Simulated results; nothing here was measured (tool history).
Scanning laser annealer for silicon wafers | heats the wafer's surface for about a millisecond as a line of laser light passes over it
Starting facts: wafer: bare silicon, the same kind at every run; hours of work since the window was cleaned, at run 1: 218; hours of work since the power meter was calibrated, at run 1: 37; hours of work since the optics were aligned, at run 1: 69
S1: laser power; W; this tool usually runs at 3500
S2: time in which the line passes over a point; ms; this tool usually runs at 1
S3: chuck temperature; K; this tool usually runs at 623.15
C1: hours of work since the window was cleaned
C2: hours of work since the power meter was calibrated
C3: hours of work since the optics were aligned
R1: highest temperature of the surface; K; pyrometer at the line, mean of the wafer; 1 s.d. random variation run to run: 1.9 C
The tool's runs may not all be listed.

| run | hour | S1 | S2 | S3 | C1 | C2 | C3 | R1 |
|---|---|---|---|---|---|---|---|---|
| 1 | 0 | 3500 | 1 | 623.15 | 218 | 37 | 69 | 1346.15 |
| 2 | 4.8 | 3500 | 1 | 623.15 | 221 | 41 | 72 | 1347.15 |
| 3 | 12.6 | 3500 | 1 | 623.15 | 228 | 47 | 79 | 1347.15 |
| 4 | 19.7 | 3500 | 1 | 623.15 | 233 | 52 | 84 | 1346.15 |
| 5 | 24.3 | 3500 | 1 | 623.15 | 237 | 56 | 88 | 1344.15 |
| 6 | 33.4 | 3500 | 1 | 623.15 | 244 | 63 | 95 | 1343.15 |
| 7 | 38.7 | 3500 | 1 | 623.15 | 248 | 67 | 99 | 1341.15 |
| 8 | 46.9 | 3500 | 1 | 623.15 | 255 | 74 | 106 | 1343.15 |
| 9 | 56.3 | 3500 | 1 | 623.15 | 262 | 81 | 113 | 1340.15 |
| 10 | 61.3 | 3500 | 1.03 | 623.15 | 266 | 85 | 117 | 1353.15 |
| 11 | 71.2 | 3500 | 1.03 | 623.15 | 274 | 93 | 125 | 1348.15 |
| 12 | 80.4 | 3500 | 1.03 | 623.15 | 281 | 100 | 132 | 1353.15 |
| 13 | 86.6 | 3500 | 1.03 | 623.15 | 286 | 105 | 137 | 1351.15 |
| 14 | 96.1 | 3500 | 0.85 | 623.15 | 293 | 112 | 144 | 1293.15 |
| 15 | 105.5 | 3500 | 0.85 | 623.15 | 301 | 120 | 152 | 1292.15 |
| 16 | 111.7 | 3500 | 0.85 | 623.15 | 305 | 124 | 156 | 1291.15 |
| 17 | 117.2 | 3500 | 0.85 | 623.15 | 310 | 129 | 161 | 1291.15 |
|  | 123.1 | window over the wafer cleaned |
| 18 | 128.9 | 3500 | 0.85 | 623.15 | 5 | 136 | 168 | 1310.15 |
| 19 | 134.6 | 3500 | 0.85 | 623.15 | 9 | 141 | 173 | 1307.15 |
| 20 | 142.3 | 3500 | 0.85 | 644.15 | 15 | 147 | 179 | 1326.15 |
| 21 | 149.9 | 3390 | 1 | 601.15 | 21 | 153 | 185 | 1306.15 |
| 22 | 160 | 3390 | 1 | 601.15 | 29 | 161 | 193 | 1307.15 |
| 23 | 167.5 | 3390 | 1.07 | 644.15 | 35 | 167 | 199 | 1367.15 |
| 24 | 175.9 | 3698 | 1 | 600.15 | 41 | 173 | 205 | 1386.15 |
| 25 | 185.5 | 3485 | 0.9 | 603.15 | 49 | 181 | 213 | 1299.15 |
| 26 | 193.7 | 3470 | 0.72 | 618.15 | 55 | 187 | 219 | 1245.15 |
| 27 | 200.5 | 3470 | 0.72 | 618.15 | 61 | 193 | 225 | 1246.15 |
| 28 | 205.1 | 3470 | 0.72 | 618.15 | 64 | 196 | 228 | 1244.15 |
| 29 | 209.8 | 3373 | 1 | 609.15 | 68 | 200 | 232 | 1305.15 |
| 30 | 219.2 | 3373 | 1 | 609.15 | 75 | 207 | 239 | 1302.15 |
| 31 | 225.8 | 3350 | 1 | 609.15 | 81 | 212 | 244 | 1293.15 |
| 32 | 234.4 | 3350 | 1 | 609.15 | 87 | 219 | 251 | 1296.15 |
| 33 | 242.1 | 3350 | 1 | 609.15 | 93 | 225 | 257 | 1296.15 |
| 34 | 252.2 | 3350 | 1 | 609.15 | 101 | 233 | 265 | 1293.15 |
| 35 | 257.4 | 3350 | 1 | 659.15 | 105 | 237 | 269 | 1343.15 |
| 36 | 264.1 | 3070 | 1.12 | 659.15 | 111 | 242 | 274 | 1301.15 |
| 37 | 273.3 | 3140 | 0.87 | 617.15 | 118 | 250 | 282 | 1211.15 |
| 38 | 282.8 | 3500 | 1 | 662.15 | 125 | 257 | 289 | 1383.15 |
| 39 | 289.4 | 3500 | 0.75 | 623.15 | 131 | 262 | 294 | 1266.15 |
| 40 | 298.6 | 3344 | 0.8 | 612.15 | 138 | 270 | 301 | 1232.15 |

Here are 5 independent what-if runs from the current tool condition. What would each one return?
| A | 303.9 | 3468 | 1 | 630.15 | 142 | 274 | 306 | ? |
| B | 303.9 | 3834 | 0.87 | 588.15 | 142 | 274 | 306 | ? |
| C | 303.9 | 3500 | 0.97 | 592.15 | 142 | 274 | 306 | ? |
| D | 303.9 | 3062 | 1.24 | 612.15 | 142 | 274 | 306 | ? |
| E | 303.9 | 3282 | 1 | 623.15 | 142 | 274 | 306 | ? |

| run | R1 |
|---|---|
| A | 1341.15 |
| B | 1353.15 |
| C | 1306.15 |
| D | 1278.15 |
| E | 1287.15 |
What these runs would have given with no unlogged condition in the tool:
| run | R1 |
|---|---|
| A | 1362.15 |
| B | 1375.15 |
| C | 1327.15 |
| D | 1298.15 |
| E | 1307.15 |
